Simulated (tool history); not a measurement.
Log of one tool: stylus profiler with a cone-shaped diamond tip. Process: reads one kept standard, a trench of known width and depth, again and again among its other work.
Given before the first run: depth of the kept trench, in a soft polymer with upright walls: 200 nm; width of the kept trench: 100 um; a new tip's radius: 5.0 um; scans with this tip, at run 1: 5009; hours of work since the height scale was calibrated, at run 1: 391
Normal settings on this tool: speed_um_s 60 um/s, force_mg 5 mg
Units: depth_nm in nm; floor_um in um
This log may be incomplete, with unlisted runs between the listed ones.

run	hour	speed_um_s	force_mg	scans with this tip	hours of work since the height scale was calibrated	depth_nm	floor_um
1	0	60	5	5009	391	204.67	96.8
2	14.8	60	5.65	5113	399	205.05	96.87
3	33.6	60	5.65	5246	409	205.18	96.89
4	48.3	60	5.65	5351	417	204.91	96.87
5	69.8	60	5.65	5503	429	205.08	96.84
6	83.5	60	5.65	5600	437	205.05	96.84
7	104.8	60	5	5751	449	204.64	96.83
8	129.2	60	5	5923	462	204.57	96.77
9	151.8	60	5	6083	475	204.71	96.75
10	173.2	15	6.04	6234	486	205.24	96.88
11	195.8	109	1.72	6394	499	202.04	96.49
12	220.4	125	5	6568	512	204.62	96.64
# hour 222.3: height scale calibrated on a step standard
13	245.6	202	3.86	6743	13	203.57	96.41
14	259.4	90	6.54	6840	20	205.3	96.72
15	277.3	90	6.54	6967	30	205.4	96.73
16	298.6	214	1.85	7117	42	201.86	96.1
# hour 320.6: height scale calibrated on a step standard, once more
17	320.6	214	1.85	7270	0	202.33	96.08

Each run again, without the hidden state but with its own random variation kept:
The tool's hidden condition here consists of: radius of the tip, um; height scale over the true one, %; drift of the gauge itself on depth_nm, %; drift of the gauge itself on floor_um, %.
run	depth_nm	floor_um
1	204.94	97
2	205.33	97.07
3	205.47	97.1
4	205.2	97.08
5	205.38	97.06
6	205.35	97.05
7	204.95	97.06
8	204.89	97
9	205.04	96.99
10	205.58	97.12
11	202.38	96.74
12	204.98	96.89
13	204.13	96.67
14	205.87	96.98
15	205.98	97
16	202.43	96.37
17	202.36	96.35

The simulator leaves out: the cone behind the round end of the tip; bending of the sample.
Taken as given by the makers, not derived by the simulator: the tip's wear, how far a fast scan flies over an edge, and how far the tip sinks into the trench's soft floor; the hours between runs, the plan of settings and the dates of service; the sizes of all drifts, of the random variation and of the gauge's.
